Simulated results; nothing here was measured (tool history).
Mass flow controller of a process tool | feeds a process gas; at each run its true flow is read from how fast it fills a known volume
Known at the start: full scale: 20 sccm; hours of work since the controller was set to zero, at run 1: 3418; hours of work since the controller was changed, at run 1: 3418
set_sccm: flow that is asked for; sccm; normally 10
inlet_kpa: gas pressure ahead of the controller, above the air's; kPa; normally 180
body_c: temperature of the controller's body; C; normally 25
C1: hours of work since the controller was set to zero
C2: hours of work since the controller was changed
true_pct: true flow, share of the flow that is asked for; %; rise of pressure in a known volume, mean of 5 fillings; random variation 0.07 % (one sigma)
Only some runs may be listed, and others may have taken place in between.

{"run": 1, "day": 0.0, "set_sccm": 10, "inlet_kpa": 180, "body_c": 25, "C1": 3418, "C2": 3418, "true_pct": 98.73}
{"run": 2, "day": 4.338, "set_sccm": 10, "inlet_kpa": 180, "body_c": 25, "C1": 3497, "C2": 3497, "true_pct": 98.72}
{"run": 3, "day": 6.892, "set_sccm": 10, "inlet_kpa": 180, "body_c": 25, "C1": 3544, "C2": 3544, "true_pct": 98.62}
{"run": 4, "day": 9.212, "set_sccm": 10, "inlet_kpa": 180, "body_c": 25, "C1": 3587, "C2": 3587, "true_pct": 98.68}
{"run": 5, "day": 14.667, "set_sccm": 10, "inlet_kpa": 180, "body_c": 25, "C1": 3687, "C2": 3687, "true_pct": 98.58}
{"run": 6, "day": 19.1, "set_sccm": 11, "inlet_kpa": 180, "body_c": 25, "C1": 3768, "C2": 3768, "true_pct": 98.64}
{"run": 7, "day": 22.746, "set_sccm": 11, "inlet_kpa": 180, "body_c": 25, "C1": 3835, "C2": 3835, "true_pct": 98.77}
{"run": 8, "day": 26.279, "set_sccm": 10, "inlet_kpa": 180, "body_c": 25, "C1": 3900, "C2": 3900, "true_pct": 98.55}
{"run": 9, "day": 30.742, "set_sccm": 10, "inlet_kpa": 180, "body_c": 25, "C1": 3981, "C2": 3981, "true_pct": 98.47}
{"run": 10, "day": 33.917, "set_sccm": 10, "inlet_kpa": 180, "body_c": 23, "C1": 4040, "C2": 4040, "true_pct": 98.32}
{"run": 11, "day": 37.317, "set_sccm": 10, "inlet_kpa": 180, "body_c": 23, "C1": 4102, "C2": 4102, "true_pct": 98.11}
{"run": 12, "day": 42.767, "set_sccm": 10, "inlet_kpa": 180, "body_c": 23, "C1": 4202, "C2": 4202, "true_pct": 98.14}
{"run": 13, "day": 48.062, "set_sccm": 10, "inlet_kpa": 180, "body_c": 25, "C1": 4299, "C2": 4299, "true_pct": 98.41}
{"run": 14, "day": 51.858, "set_sccm": 10, "inlet_kpa": 180, "body_c": 25, "C1": 4368, "C2": 4368, "true_pct": 98.29}
{"run": 15, "day": 55.683, "set_sccm": 10, "inlet_kpa": 180, "body_c": 34, "C1": 4438, "C2": 4438, "true_pct": 99.23}
{"run": 16, "day": 60.958, "set_sccm": 10, "inlet_kpa": 180, "body_c": 25, "C1": 4535, "C2": 4535, "true_pct": 98.26}
{"run": 17, "day": 65.275, "set_sccm": 10, "inlet_kpa": 180, "body_c": 25, "C1": 4614, "C2": 4614, "true_pct": 98.15}
{"run": 18, "day": 69.954, "set_sccm": 10, "inlet_kpa": 180, "body_c": 25, "C1": 4700, "C2": 4700, "true_pct": 98.18}
{"day": 71.208, "done": "controller's zero set anew"}
{"run": 19, "day": 73.412, "set_sccm": 10, "inlet_kpa": 180, "body_c": 25, "C1": 40, "C2": 4763, "true_pct": 98.1}
{"run": 20, "day": 76.658, "set_sccm": 10, "inlet_kpa": 180, "body_c": 25, "C1": 100, "C2": 4822, "true_pct": 98.17}
{"run": 21, "day": 79.754, "set_sccm": 5, "inlet_kpa": 186, "body_c": 29, "C1": 157, "C2": 4879, "true_pct": 97.84}

What will run 22 give?
{"run": 22, "day": 82.433, "set_sccm": 10, "inlet_kpa": 180, "body_c": 33, "C1": 206, "C2": 4928, "true_pct": "?"}

{"run 22": {"true_pct": 98.7}}
With the hidden condition absent and the run-to-run variation left alone, this run would have shown true_pct 99.42 %.

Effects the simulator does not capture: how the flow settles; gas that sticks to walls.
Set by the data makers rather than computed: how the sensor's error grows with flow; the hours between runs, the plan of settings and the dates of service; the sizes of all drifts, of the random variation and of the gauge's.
